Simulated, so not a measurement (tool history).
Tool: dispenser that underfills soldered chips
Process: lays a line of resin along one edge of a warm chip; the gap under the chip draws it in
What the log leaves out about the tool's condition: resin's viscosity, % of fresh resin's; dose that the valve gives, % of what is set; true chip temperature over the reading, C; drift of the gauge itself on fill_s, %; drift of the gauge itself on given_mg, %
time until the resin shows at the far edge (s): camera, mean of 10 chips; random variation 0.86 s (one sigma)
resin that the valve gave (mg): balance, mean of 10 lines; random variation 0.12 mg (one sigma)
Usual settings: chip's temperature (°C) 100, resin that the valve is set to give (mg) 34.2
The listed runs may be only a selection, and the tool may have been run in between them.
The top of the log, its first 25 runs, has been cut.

run	day	chip's temperature (°C)	resin that the valve is set to give (mg)	hours of work since the syringe was changed	hours of work since the valve was cleaned	hours of work since the stage was calibrated	time until the resin shows at the far edge (s)	resin that the valve gave (mg)
26	6.862	110	43.9	3	111	268	72.3	41.98
# day 7.092: new syringe of resin
27	7.162	87	42.9	1	116	273	154.0	40.82
28	7.317	104	32.0	4	119	275	99.8	30.50
# day 7.392: dispensing valve cleaned and set on the balance
# day 7.542: new syringe of resin
29	7.600	104	32.0	1	3	279	79.9	31.99
# day 7.962: new syringe of resin
30	7.975	104	32.0	0	10	286	76.8	31.90
31	8.229	104	32.0	5	14	290	105.8	31.74
# day 8.400: new syringe of resin
32	8.504	91	33.4	2	19	295	141.9	33.33
33	8.725	91	33.4	6	23	299	187.0	33.08
# day 8.825: new syringe of resin
34	9.062	108	38.8	4	29	305	85.1	38.56

3 ways to go on from here, each from the tool as it stands after run 34. What would each give?
# day 9.242: new syringe of resin
A	9.433	98	32.5	3	35	311	?	?
# day 9.242: new syringe of resin
B	9.433	100	43.6	3	35	311	?	?
# day 9.242: new syringe of resin
C	9.433	108	38.8	3	35	311	?	?

run	time until the resin shows at the far edge (s)	resin that the valve gave (mg)
A	117.5	31.89
B	104.8	43.20
C	79.6	38.50
With the hidden condition removed and each run's random variation left untouched, the same runs would have given:
run	time until the resin shows at the far edge (s)	resin that the valve gave (mg)
A	87.4	32.28
B	78.1	43.72
C	59.6	38.97

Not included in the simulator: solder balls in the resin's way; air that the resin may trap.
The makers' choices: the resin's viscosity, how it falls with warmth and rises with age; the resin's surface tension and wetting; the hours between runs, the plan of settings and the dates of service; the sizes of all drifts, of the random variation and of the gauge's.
